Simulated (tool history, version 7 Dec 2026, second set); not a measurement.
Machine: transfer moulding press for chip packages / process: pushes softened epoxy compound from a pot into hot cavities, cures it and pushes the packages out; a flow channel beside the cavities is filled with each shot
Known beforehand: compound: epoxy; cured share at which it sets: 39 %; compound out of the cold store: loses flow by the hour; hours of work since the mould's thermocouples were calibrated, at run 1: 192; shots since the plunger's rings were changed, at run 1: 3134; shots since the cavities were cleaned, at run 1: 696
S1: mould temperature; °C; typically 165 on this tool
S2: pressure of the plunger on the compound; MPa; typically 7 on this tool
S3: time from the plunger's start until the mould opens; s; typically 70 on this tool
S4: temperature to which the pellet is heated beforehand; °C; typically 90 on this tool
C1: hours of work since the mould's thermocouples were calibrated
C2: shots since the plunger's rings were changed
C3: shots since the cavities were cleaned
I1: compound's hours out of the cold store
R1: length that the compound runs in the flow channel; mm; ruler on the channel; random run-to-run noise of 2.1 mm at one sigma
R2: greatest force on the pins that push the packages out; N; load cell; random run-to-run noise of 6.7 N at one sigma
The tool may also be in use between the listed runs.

run   hour   S1    S2   S3  S4   C1    C2    C3    I1   R1   R2
  1      0  165     7   70  90  192  3134   696  39.6  556  405
  2    4.1  165     7   70  90  194  3185   747  30.1  578  396
  3     10  165     7   73  90  197  3259   821   8.1  643  404
  4     14  165     7   73  90  199  3308   870  44.5  547  362
  5   20.9  165     7   73  90  203  3395   957  14.2  619  416
  6   26.8  165     7   70  90  206  3468  1030  43.8  543  417
  7   35.9  165     7   70  90  211  3581  1143  23.7  594  445
        41  -- cavities cleaned with cleaning compound and waxed
  8   43.7  165     7   70  90  215  3660    34  42.2  548  273
  9   48.7  165     7   72  90  218  3722    96  20.5  603  283
 10   58.1  165     7   72  90  223  3839   213  10.3  632  318
 11   65.6  162     7   70  90  227  3933   307   9.3  639  453
 12   69.8  162     7   70  90  229  3985   359  18.6  612  469
 13   76.6  165     7   70  90  233  4069   443  18.8  606  376
 14   85.4  165     7   70  90  238  4179   553   9.8  637  424
 15   93.9  165     7   70  90  243  4285   659    29  577  414
 16  101.3  168  8.36   66  98  247  4377   751  26.7  629  389
 17  110.8  167     7   74  97  252  4495   869  47.4  528  311
 18  116.2  167  5.91   69  80  255  4563   937  19.2  551  422
 19  123.6  162     7   94  89  259  4655  1029  14.5  619  309
 20  128.5  165  8.74  109  89  262  4716  1090  29.2  640  262
 21  136.3  170     7   68  90  266  4813  1187  32.4  559  345
     138.5  -- cavities cleaned with cleaning compound and waxed
 22  144.4  167     7   66  90  270  4895    73  13.4  611  314
 23  151.4  167     7   66  90  274  4982   160  22.2  589  319
 24  155.8  165     7   70  92  276  5037   215  36.8  553  318
 25  161.2  165  7.05   70  93  279  5105   283  23.4  590  351
 26  166.7  161  5.87  102  89  282  5173   351  43.2  497  238
 27    176  161  5.37  102  81  287  5289   467  15.6  539  256
 28  179.9  162  8.54   70  94  289  5337   515  40.2  606  438
 29  189.3  162  8.54   55  81  294  5454   632  43.8  594  823

Measured minus without-hidden-state, run by run (identical run-to-run variation in each term; gauge scatter may differ):
Hidden state at play: true mould temperature over the reading, C; pressure that reaches the compound, % of what is set; grip of the stained cavities, % over clean ones'; drift of the gauge itself on flow_mm, %; drift of the gauge itself on push_out_n, %.
run   R1    R2
  1  -15  +131
  2  -16  +133
  3  -19  +140
  4  -17  +130
  5  -19  +150
  6  -17  +155
  7  -19  +171
  8  -18    +5
  9  -20   +21
 10  -22   +51
 11  -23   +96
 12  -22  +108
 13  -22   +99
 14  -23  +125
 15  -22  +129
 16  -25  +129
 17  -21  +111
 18  -22  +151
 19  -26  +116
 20  -27  +107
 21  -24  +136
 22  -27   +12
 23  -26   +36
 24  -25   +48
 25  -27   +65
 26  -22   +58
 27  -25   +70
 28  -29  +120
 29  -29  +260
